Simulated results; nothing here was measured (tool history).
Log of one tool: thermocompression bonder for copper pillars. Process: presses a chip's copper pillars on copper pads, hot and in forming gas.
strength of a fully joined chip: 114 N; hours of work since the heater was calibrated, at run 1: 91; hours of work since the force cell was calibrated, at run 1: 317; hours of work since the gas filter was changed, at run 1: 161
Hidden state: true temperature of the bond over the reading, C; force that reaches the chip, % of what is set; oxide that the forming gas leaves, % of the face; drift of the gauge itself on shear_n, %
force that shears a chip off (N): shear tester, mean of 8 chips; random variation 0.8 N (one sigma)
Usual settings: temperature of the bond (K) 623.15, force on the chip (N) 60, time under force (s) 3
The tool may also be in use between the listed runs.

| run | hour | temperature of the bond (K) | force on the chip (N) | time under force (s) | hours of work since the heater was calibrated | hours of work since the force cell was calibrated | hours of work since the gas filter was changed | force that shears a chip off (N) |
|---|---|---|---|---|---|---|---|---|
| 1 | 0 | 623.15 | 60 | 3 | 91 | 317 | 161 | 65.6 |
| 2 | 6.4 | 623.15 | 60 | 3 | 95 | 321 | 165 | 65 |
| 3 | 20.2 | 623.15 | 60 | 3 | 103 | 329 | 173 | 64.8 |
| 4 | 34.5 | 623.15 | 60 | 3 | 111 | 337 | 181 | 63.9 |
| 5 | 42.7 | 623.15 | 69 | 3 | 116 | 342 | 186 | 73 |
| 6 | 52.3 | 631.15 | 69 | 3 | 122 | 348 | 192 | 74.2 |
| 7 | 63.5 | 645.15 | 60 | 3 | 128 | 354 | 198 | 73.2 |
| 8 | 72.6 | 623.15 | 60 | 3 | 133 | 360 | 204 | 65.4 |
| 9 | 82.2 | 623.15 | 60 | 3 | 139 | 365 | 209 | 63.7 |
| 10 | 91.7 | 623.15 | 60 | 3 | 145 | 371 | 215 | 64.9 |
| 11 | 104.1 | 623.15 | 52 | 3 | 152 | 378 | 222 | 55.7 |
| 12 | 111.4 | 623.15 | 60 | 3 | 156 | 382 | 226 | 63.1 |
| 13 | 118 | 623.15 | 60 | 3 | 160 | 386 | 230 | 64.4 |
| 14 | 126.8 | 623.15 | 60 | 3 | 165 | 391 | 235 | 63.7 |
| 15 | 138.1 | 623.15 | 60 | 4 | 172 | 398 | 242 | 70 |
| 16 | 145.1 | 623.15 | 60 | 4 | 176 | 402 | 246 | 68.6 |
| 17 | 151.4 | 623.15 | 60 | 4 | 179 | 406 | 250 | 68.6 |
| 18 | 163.2 | 623.15 | 60 | 4 | 186 | 413 | 256 | 70.3 |
| 19 | 170 | 633.15 | 60 | 4 | 190 | 417 | 260 | 74.4 |
| 20 | 179.1 | 623.15 | 60 | 3 | 196 | 422 | 266 | 64.9 |
| 21 | 188 | 611.15 | 60 | 4 | 201 | 427 | 271 | 62.5 |
| 22 | 199.7 | 596.15 | 39 | 2 | 208 | 434 | 278 | 27.2 |
| 23 | 211.3 | 623.15 | 86 | 5 | 214 | 441 | 285 | 89.7 |
| 24 | 220.8 | 609.15 | 47 | 2 | 220 | 446 | 290 | 37.7 |
| 25 | 227.6 | 609.15 | 89 | 2 | 224 | 450 | 294 | 71.7 |
| 26 | 239.6 | 634.15 | 47 | 2 | 231 | 457 | 301 | 47.3 |
| 27 | 246.2 | 610.15 | 49 | 7 | 235 | 461 | 305 | 62.2 |
|  | 256.5 | forming gas filter changed |
| 28 | 258.3 | 607.15 | 52 | 4 | 242 | 468 | 1 | 57 |
| 29 | 271.7 | 607.15 | 52 | 4 | 249 | 476 | 9 | 56.6 |
| 30 | 284.2 | 624.15 | 57 | 3 | 257 | 483 | 16 | 63.5 |
| 31 | 292.8 | 624.15 | 52 | 3 | 262 | 488 | 21 | 57.4 |
| 32 | 300.7 | 641.15 | 55 | 3 | 266 | 493 | 26 | 68 |
| 33 | 307.2 | 645.15 | 41 | 8 | 270 | 496 | 30 | 74.6 |
| 34 | 318.6 | 625.15 | 67 | 4 | 277 | 503 | 36 | 78.9 |
| 35 | 325.4 | 623.15 | 44 | 4 | 281 | 507 | 40 | 55.2 |
| 36 | 337.3 | 602.15 | 62 | 7 | 288 | 514 | 47 | 75.2 |
| 37 | 345 | 646.15 | 60 | 3 | 292 | 518 | 52 | 74.4 |
| 38 | 351.5 | 623.15 | 82 | 9 | 296 | 522 | 55 | 101.3 |
| 39 | 363.2 | 621.15 | 72 | 8 | 303 | 529 | 62 | 93.6 |

How the hidden state differs across the entries between the runs, from the last listed run before each to the first after it:
Between runs 27 and 28: forming gas filter changed (hour 256.5)
  true temperature of the bond over the reading, C: -2.7 -> -2.8; oxide that the forming gas leaves, % of the face: 5.21 -> 0.61
  measured less the result without the state, force that shears a chip off (N): -3 -> -0.1
